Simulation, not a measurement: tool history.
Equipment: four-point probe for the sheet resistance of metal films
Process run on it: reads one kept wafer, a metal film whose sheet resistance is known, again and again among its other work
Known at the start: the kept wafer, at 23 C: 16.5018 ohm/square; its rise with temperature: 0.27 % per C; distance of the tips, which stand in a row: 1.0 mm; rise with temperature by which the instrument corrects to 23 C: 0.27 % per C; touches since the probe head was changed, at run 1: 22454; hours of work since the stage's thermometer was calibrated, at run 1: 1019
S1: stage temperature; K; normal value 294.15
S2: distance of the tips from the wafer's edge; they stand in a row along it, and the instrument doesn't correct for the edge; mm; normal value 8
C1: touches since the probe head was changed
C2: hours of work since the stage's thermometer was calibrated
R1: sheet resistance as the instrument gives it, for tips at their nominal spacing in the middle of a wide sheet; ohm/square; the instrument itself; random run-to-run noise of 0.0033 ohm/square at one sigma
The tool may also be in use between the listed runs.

run 1 hour=0.0 | S1=294.15 S2=8 | C1=22454 C2=1019 | R1=16.563517
run 2 hour=78.1 | S1=294.15 S2=8 | C1=24345 C2=1059 | R1=16.547805
run 3 hour=119.2 | S1=294.15 S2=8 | C1=25341 C2=1080 | R1=16.553399
run 4 hour=217.7 | S1=294.15 S2=3 | C1=27727 C2=1130 | R1=17.338223
run 5 hour=301.4 | S1=294.15 S2=3 | C1=29752 C2=1173 | R1=17.320020
run 6 hour=400.5 | S1=293.15 S2=3 | C1=32152 C2=1224 | R1=17.319218
run 7 hour=486.3 | S1=294.15 S2=8 | C1=34231 C2=1267 | R1=16.529474
run 8 hour=539.8 | S1=294.15 S2=8 | C1=35526 C2=1295 | R1=16.522709
run 9 hour=587.4 | S1=294.15 S2=8 | C1=36679 C2=1319 | R1=16.523894
run 10 hour=646.6 | S1=294.15 S2=7 | C1=38114 C2=1349 | R1=16.558681
run 11 hour=698.6 | S1=294.15 S2=7 | C1=39371 C2=1376 | R1=16.564741
run 12 hour=748.1 | S1=294.15 S2=7 | C1=40572 C2=1401 | R1=16.556447
run 13 hour=832.0 | S1=303.15 S2=8 | C1=42602 C2=1444 | R1=16.516824
run 14 hour=880.4 | S1=303.15 S2=62 | C1=43775 C2=1469 | R1=16.381577
run 15 hour=965.6 | S1=303.15 S2=62 | C1=45839 C2=1513 | R1=16.376881
run 16 hour=1029.3 | S1=294.15 S2=11 | C1=47380 C2=1545 | R1=16.435891
run 17 hour=1086.8 | S1=294.15 S2=11 | C1=48775 C2=1575 | R1=16.430409
run 18 hour=1132.1 | S1=294.15 S2=11 | C1=49870 C2=1598 | R1=16.428126
run 19 hour=1175.2 | S1=294.15 S2=11 | C1=50915 C2=1620 | R1=16.430956
run 20 hour=1235.5 | S1=300.15 S2=43 | C1=52374 C2=1651 | R1=16.360870
run 21 hour=1293.8 | S1=296.15 S2=34 | C1=53786 C2=1680 | R1=16.355249
-- hour=1386.6 stage's thermometer calibrated
run 22 hour=1393.8 | S1=294.15 S2=5 | C1=56197 C2=4 | R1=16.719313
run 23 hour=1492.2 | S1=292.15 S2=63 | C1=58579 C2=54 | R1=16.367068
run 24 hour=1535.6 | S1=294.15 S2=6 | C1=59630 C2=76 | R1=16.608636
run 25 hour=1624.8 | S1=293.15 S2=9 | C1=61791 C2=122 | R1=16.467889
run 26 hour=1686.6 | S1=303.15 S2=9 | C1=63287 C2=153 | R1=16.475203

3 options for the next run, each taken on its own from the tool as it stands now. Forecast them:
run A hour=1738.2 | S1=298.15 S2=9 | C1=64537 C2=180 | R1=?
run B hour=1738.2 | S1=296.15 S2=8 | C1=64537 C2=180 | R1=?
run C hour=1738.2 | S1=300.15 S2=12 | C1=64537 C2=180 | R1=?

run=A R1=16.459987
run=B R1=16.488363
run=C R1=16.416936
With the hidden condition removed and each run's random variation left untouched, the same runs would have given:
run=A R1=16.607963
run=B R1=16.636593
run=C R1=16.564539

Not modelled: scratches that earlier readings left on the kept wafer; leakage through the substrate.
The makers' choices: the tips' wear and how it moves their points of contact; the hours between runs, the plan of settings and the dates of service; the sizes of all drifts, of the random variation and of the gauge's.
